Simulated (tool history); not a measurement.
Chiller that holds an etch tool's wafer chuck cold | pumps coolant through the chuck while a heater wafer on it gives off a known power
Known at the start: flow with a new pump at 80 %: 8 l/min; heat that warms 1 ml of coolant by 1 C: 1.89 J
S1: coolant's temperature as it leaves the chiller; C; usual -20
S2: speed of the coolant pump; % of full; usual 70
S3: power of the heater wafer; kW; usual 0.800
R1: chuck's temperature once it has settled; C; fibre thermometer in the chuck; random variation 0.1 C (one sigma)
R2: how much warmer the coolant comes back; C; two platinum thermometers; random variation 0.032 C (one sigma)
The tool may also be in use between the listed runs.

Run 1, day 0.000: usual settings. Result: R1 -11.0 C, R2 3.66 C.
Run 2, day 9.142: usual settings. Result: R1 -11.2 C, R2 3.71 C.
Run 3, day 17.754: usual settings but S3 0.898 kW. Result: R1 -9.8 C, R2 4.17 C.
Run 4, day 22.388: usual settings but S3 0.898 kW. Result: R1 -9.8 C, R2 4.16 C.
Run 5, day 28.588: usual settings but S3 0.652 kW. Result: R1 -12.5 C, R2 3.02 C.
Run 6, day 35.208: usual settings but S2 72 % of full. Result: R1 -11.1 C, R2 3.54 C.
Run 7, day 41.421: usual settings but S3 0.446 kW. Result: R1 -14.8 C, R2 2.07 C.
Run 8, day 48.508: usual settings but S3 0.446 kW. Result: R1 -14.7 C, R2 2.09 C.
Run 9, day 53.583: usual settings but S3 0.446 kW. Result: R1 -14.7 C, R2 2.08 C.
Run 10, day 60.021: usual settings but S3 0.567 kW. Result: R1 -13.2 C, R2 2.63 C.
Run 11, day 66.412: usual settings but S2 94 % of full. Result: R1 -12.6 C, R2 2.70 C.
Run 12, day 73.554: usual settings but S2 64 % of full. Result: R1 -9.7 C, R2 4.12 C.
Run 13, day 77.996: usual settings but S3 0.630 kW. Result: R1 -12.5 C, R2 2.99 C.
Run 14, day 82.058: usual settings but S2 63 % of full, S3 1.082 kW. Result: R1 -6.1 C, R2 5.71 C.
Run 15, day 86.475: usual settings but S2 63 % of full, S3 1.082 kW. Result: R1 -5.9 C, R2 5.73 C.
Run 16, day 93.050: usual settings but S1 -25 C, S2 96 % of full, S3 0.661 kW. Result: R1 -18.9 C, R2 2.13 C.
At day 99.608: chiller's thermometer calibrated.
Run 17, day 101.400: usual settings but S1 -28 C, S3 0.982 kW. Result: R1 -16.6 C, R2 4.59 C.
Run 18, day 110.375: usual settings but S1 -27 C. Result: R1 -17.5 C, R2 3.80 C.
Run 19, day 116.879: usual settings but S1 -27 C. Result: R1 -17.7 C, R2 3.75 C.
Run 20, day 125.312: usual settings but S1 -11 C, S3 1.159 kW. Result: R1 2.6 C, R2 5.45 C.
Run 21, day 130.946: usual settings but S1 -15 C, S2 78 % of full, S3 0.638 kW. Result: R1 -8.0 C, R2 2.64 C.
Run 22, day 139.404: usual settings but S1 -15 C, S2 78 % of full, S3 0.638 kW. Result: R1 -8.1 C, R2 2.68 C.
Run 23, day 147.679: usual settings but S1 -12 C, S2 78 % of full, S3 0.976 kW. Result: R1 -1.2 C, R2 4.10 C.
Run 24, day 153.838: usual settings but S2 66 % of full, S3 0.931 kW. Result: R1 -8.2 C, R2 4.73 C.
Run 25, day 159.125: usual settings but S1 -13 C, S2 69 % of full, S3 0.411 kW. Result: R1 -8.0 C, R2 1.98 C.

Forecast each of these 3 alternatives for the next run:
Run A, day 165.362: usual settings but S1 -27 C, S2 94 % of full, S3 0.419 kW. Result: R1 ?, R2 ?.
Run B, day 165.362: usual settings but S1 -24 C, S2 89 % of full, S3 0.924 kW. Result: R1 ?, R2 ?.
Run C, day 165.362: usual settings but S1 -24 C. Result: R1 ?, R2 ?.

run     R1    R2
  A  -23.0  1.42
  B  -14.9  3.37
  C  -14.2  3.81
Without the tool's hidden state the same runs would have given:
run     R1    R2
  A  -23.5  1.38
  B  -15.9  3.28
  C  -15.3  3.70
